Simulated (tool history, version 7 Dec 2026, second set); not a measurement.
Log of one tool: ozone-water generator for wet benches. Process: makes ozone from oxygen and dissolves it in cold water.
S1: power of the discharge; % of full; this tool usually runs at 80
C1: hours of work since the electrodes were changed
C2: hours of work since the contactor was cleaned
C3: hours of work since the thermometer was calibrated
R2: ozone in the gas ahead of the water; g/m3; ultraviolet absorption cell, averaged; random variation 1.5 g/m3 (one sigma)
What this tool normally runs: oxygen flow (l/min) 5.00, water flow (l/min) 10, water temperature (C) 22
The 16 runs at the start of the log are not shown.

run 17 hour=1810.3 | S1=80 oxygen_flow_(l/min)=5.00 water_flow_(l/min)=10 water_temperature_(C)=22 | C1=2478 C2=4865 C3=566 | dissolved_ozone_(ppm)=45.4 R2=294.0
run 18 hour=1897.5 | S1=79 oxygen_flow_(l/min)=6.74 water_flow_(l/min)=9 water_temperature_(C)=22 | C1=2565 C2=4952 C3=653 | dissolved_ozone_(ppm)=42.1 R2=234.9
run 19 hour=2009.8 | S1=80 oxygen_flow_(l/min)=8.76 water_flow_(l/min)=10 water_temperature_(C)=22 | C1=2677 C2=5064 C3=765 | dissolved_ozone_(ppm)=36.6 R2=200.0
run 20 hour=2086.9 | S1=80 oxygen_flow_(l/min)=8.76 water_flow_(l/min)=10 water_temperature_(C)=22 | C1=2754 C2=5141 C3=842 | dissolved_ozone_(ppm)=36.4 R2=200.0
run 21 hour=2169.4 | S1=80 oxygen_flow_(l/min)=8.76 water_flow_(l/min)=10 water_temperature_(C)=22 | C1=2837 C2=5223 C3=925 | dissolved_ozone_(ppm)=36.8 R2=201.0
run 22 hour=2248.2 | S1=80 oxygen_flow_(l/min)=8.76 water_flow_(l/min)=10 water_temperature_(C)=22 | C1=2915 C2=5302 C3=1003 | dissolved_ozone_(ppm)=36.7 R2=200.3
run 23 hour=2314.7 | S1=80 oxygen_flow_(l/min)=8.76 water_flow_(l/min)=10 water_temperature_(C)=22 | C1=2982 C2=5369 C3=1070 | dissolved_ozone_(ppm)=36.7 R2=200.9
run 24 hour=2396.2 | S1=42 oxygen_flow_(l/min)=8.76 water_flow_(l/min)=11 water_temperature_(C)=22 | C1=3063 C2=5450 C3=1151 | dissolved_ozone_(ppm)=22.6 R2=128.5
run 25 hour=2536.5 | S1=80 oxygen_flow_(l/min)=5.75 water_flow_(l/min)=10 water_temperature_(C)=20 | C1=3203 C2=5590 C3=1291 | dissolved_ozone_(ppm)=44.8 R2=266.1
-- hour=2569.1 contactor cleaned
run 26 hour=2695.9 | S1=80 oxygen_flow_(l/min)=5.75 water_flow_(l/min)=10 water_temperature_(C)=20 | C1=3358 C2=127 C3=1446 | dissolved_ozone_(ppm)=44.8 R2=267.1
run 27 hour=2762.0 | S1=73 oxygen_flow_(l/min)=4.08 water_flow_(l/min)=13 water_temperature_(C)=27 | C1=3424 C2=193 C3=1512 | dissolved_ozone_(ppm)=35.4 R2=314.2
run 28 hour=2914.6 | S1=42 oxygen_flow_(l/min)=4.55 water_flow_(l/min)=15 water_temperature_(C)=25 | C1=3577 C2=345 C3=1665 | dissolved_ozone_(ppm)=22.4 R2=201.1
run 29 hour=3017.1 | S1=45 oxygen_flow_(l/min)=5.00 water_flow_(l/min)=14 water_temperature_(C)=22 | C1=3679 C2=447 C3=1767 | dissolved_ozone_(ppm)=25.7 R2=195.0
run 30 hour=3158.4 | S1=82 oxygen_flow_(l/min)=5.00 water_flow_(l/min)=10 water_temperature_(C)=20 | C1=3820 C2=588 C3=1908 | dissolved_ozone_(ppm)=47.7 R2=294.6
run 31 hour=3297.6 | S1=82 oxygen_flow_(l/min)=5.00 water_flow_(l/min)=10 water_temperature_(C)=20 | C1=3959 C2=727 C3=2047 | dissolved_ozone_(ppm)=47.5 R2=297.5
run 32 hour=3459.7 | S1=64 oxygen_flow_(l/min)=6.44 water_flow_(l/min)=10 water_temperature_(C)=15 | C1=4121 C2=889 C3=2209 | dissolved_ozone_(ppm)=41.2 R2=211.4
run 33 hour=3603.9 | S1=64 oxygen_flow_(l/min)=6.44 water_flow_(l/min)=10 water_temperature_(C)=15 | C1=4265 C2=1033 C3=2353 | dissolved_ozone_(ppm)=41.6 R2=212.3

Branching from run 33: 3 alternative next runs. What would each branch give?
run A hour=3677.4 | S1=68 oxygen_flow_(l/min)=6.98 water_flow_(l/min)=10 water_temperature_(C)=15 | C1=4338 C2=1106 C3=2426 | dissolved_ozone_(ppm)=? R2=?
run B hour=3677.4 | S1=80 oxygen_flow_(l/min)=2.99 water_flow_(l/min)=10 water_temperature_(C)=15 | C1=4338 C2=1106 C3=2426 | dissolved_ozone_(ppm)=? R2=?
run C hour=3677.4 | S1=66 oxygen_flow_(l/min)=6.44 water_flow_(l/min)=10 water_temperature_(C)=25 | C1=4338 C2=1106 C3=2426 | dissolved_ozone_(ppm)=? R2=?

run=A dissolved_ozone_(ppm)=41.9 R2=208.8
run=B dissolved_ozone_(ppm)=57.8 R2=411.5
run=C dissolved_ozone_(ppm)=34.2 R2=213.0
Had the tool no hidden state, the same runs would have come out as:
run=A dissolved_ozone_(ppm)=41.9 R2=208.9
run=B dissolved_ozone_(ppm)=57.8 R2=411.8
run=C dissolved_ozone_(ppm)=34.2 R2=213.2

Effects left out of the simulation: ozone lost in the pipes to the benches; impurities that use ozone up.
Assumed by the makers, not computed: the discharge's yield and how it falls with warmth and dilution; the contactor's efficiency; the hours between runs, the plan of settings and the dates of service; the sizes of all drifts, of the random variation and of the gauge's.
